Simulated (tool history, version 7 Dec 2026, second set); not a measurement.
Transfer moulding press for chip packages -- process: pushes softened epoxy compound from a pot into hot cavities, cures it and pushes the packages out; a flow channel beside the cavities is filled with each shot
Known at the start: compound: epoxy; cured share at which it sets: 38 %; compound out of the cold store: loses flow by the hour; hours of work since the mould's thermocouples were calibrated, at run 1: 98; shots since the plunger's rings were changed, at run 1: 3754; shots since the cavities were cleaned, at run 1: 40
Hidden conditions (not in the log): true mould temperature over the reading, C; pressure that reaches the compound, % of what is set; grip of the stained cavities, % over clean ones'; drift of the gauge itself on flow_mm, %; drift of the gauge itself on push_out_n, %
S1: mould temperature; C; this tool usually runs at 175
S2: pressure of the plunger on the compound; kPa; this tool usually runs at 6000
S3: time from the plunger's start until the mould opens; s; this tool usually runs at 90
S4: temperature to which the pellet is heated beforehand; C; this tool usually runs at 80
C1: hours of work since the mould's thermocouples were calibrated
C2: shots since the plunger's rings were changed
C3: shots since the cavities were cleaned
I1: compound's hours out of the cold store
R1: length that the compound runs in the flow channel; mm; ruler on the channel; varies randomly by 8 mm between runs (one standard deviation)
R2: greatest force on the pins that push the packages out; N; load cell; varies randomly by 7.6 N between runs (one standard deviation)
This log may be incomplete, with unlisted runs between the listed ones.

{"run": 1, "hour": 0.0, "S1": 175, "S2": 6000, "S3": 90, "S4": 80, "C1": 98, "C2": 3754, "C3": 40, "I1": 38.3, "R1": 853, "R2": 362}
{"run": 2, "hour": 5.3, "S1": 175, "S2": 6000, "S3": 119, "S4": 80, "C1": 100, "C2": 3803, "C3": 89, "I1": 19.4, "R1": 909, "R2": 340}
{"run": 3, "hour": 10.9, "S1": 175, "S2": 6000, "S3": 90, "S4": 80, "C1": 103, "C2": 3854, "C3": 140, "I1": 21.1, "R1": 915, "R2": 404}
{"run": 4, "hour": 17.9, "S1": 175, "S2": 6000, "S3": 90, "S4": 87, "C1": 106, "C2": 3917, "C3": 203, "I1": 15.0, "R1": 921, "R2": 442}
{"run": 5, "hour": 25.9, "S1": 175, "S2": 6000, "S3": 90, "S4": 87, "C1": 110, "C2": 3990, "C3": 276, "I1": 45.7, "R1": 837, "R2": 454}
{"run": 6, "hour": 32.5, "S1": 175, "S2": 6000, "S3": 90, "S4": 80, "C1": 113, "C2": 4050, "C3": 336, "I1": 13.9, "R1": 925, "R2": 505}
{"run": 7, "hour": 41.9, "S1": 170, "S2": 6000, "S3": 90, "S4": 80, "C1": 117, "C2": 4135, "C3": 421, "I1": 22.9, "R1": 932, "R2": 657}
{"run": 8, "hour": 47.0, "S1": 170, "S2": 6000, "S3": 90, "S4": 80, "C1": 120, "C2": 4182, "C3": 468, "I1": 23.9, "R1": 909, "R2": 666}
{"run": 9, "hour": 52.5, "S1": 170, "S2": 6000, "S3": 90, "S4": 80, "C1": 122, "C2": 4232, "C3": 518, "I1": 14.7, "R1": 944, "R2": 652}
{"run": 10, "hour": 60.0, "S1": 170, "S2": 6000, "S3": 90, "S4": 80, "C1": 126, "C2": 4300, "C3": 586, "I1": 17.2, "R1": 927, "R2": 705}
{"run": 11, "hour": 64.9, "S1": 170, "S2": 6000, "S3": 90, "S4": 80, "C1": 128, "C2": 4345, "C3": 631, "I1": 16.2, "R1": 951, "R2": 722}
{"run": 12, "hour": 74.8, "S1": 170, "S2": 6000, "S3": 90, "S4": 80, "C1": 133, "C2": 4435, "C3": 721, "I1": 33.0, "R1": 905, "R2": 725}
{"hour": 79.5, "done": "cavities cleaned with cleaning compound and waxed"}
{"run": 13, "hour": 84.1, "S1": 175, "S2": 6000, "S3": 90, "S4": 80, "C1": 136, "C2": 4506, "C3": 42, "I1": 31.7, "R1": 866, "R2": 362}
{"run": 14, "hour": 91.1, "S1": 175, "S2": 6000, "S3": 90, "S4": 80, "C1": 140, "C2": 4570, "C3": 106, "I1": 10.0, "R1": 932, "R2": 385}
{"run": 15, "hour": 97.3, "S1": 175, "S2": 6000, "S3": 90, "S4": 80, "C1": 143, "C2": 4626, "C3": 162, "I1": 30.8, "R1": 874, "R2": 407}
{"run": 16, "hour": 103.0, "S1": 169, "S2": 7060, "S3": 75, "S4": 78, "C1": 145, "C2": 4677, "C3": 213, "I1": 34.4, "R1": 956, "R2": 820}
{"run": 17, "hour": 113.9, "S1": 175, "S2": 6000, "S3": 90, "S4": 80, "C1": 151, "C2": 4777, "C3": 313, "I1": 41.5, "R1": 851, "R2": 463}
{"run": 18, "hour": 119.7, "S1": 178, "S2": 6000, "S3": 90, "S4": 82, "C1": 153, "C2": 4830, "C3": 366, "I1": 39.2, "R1": 839, "R2": 461}
{"run": 19, "hour": 129.5, "S1": 183, "S2": 6000, "S3": 90, "S4": 82, "C1": 158, "C2": 4919, "C3": 455, "I1": 14.3, "R1": 876, "R2": 462}
{"run": 20, "hour": 139.2, "S1": 175, "S2": 6000, "S3": 81, "S4": 89, "C1": 162, "C2": 5008, "C3": 544, "I1": 39.2, "R1": 840, "R2": 596}

Run 21 has not been measured yet. What should we expect?
{"run": 21, "hour": 146.0, "S1": 175, "S2": 6000, "S3": 81, "S4": 89, "C1": 166, "C2": 5069, "C3": 605, "I1": 8.9, "R1": "?", "R2": "?"}

{"run 21": {"R1": 921, "R2": 651}}
Were there no unlogged condition in the tool, this run, its random variation unchanged, would have produced R1 1009 mm, R2 381 N.

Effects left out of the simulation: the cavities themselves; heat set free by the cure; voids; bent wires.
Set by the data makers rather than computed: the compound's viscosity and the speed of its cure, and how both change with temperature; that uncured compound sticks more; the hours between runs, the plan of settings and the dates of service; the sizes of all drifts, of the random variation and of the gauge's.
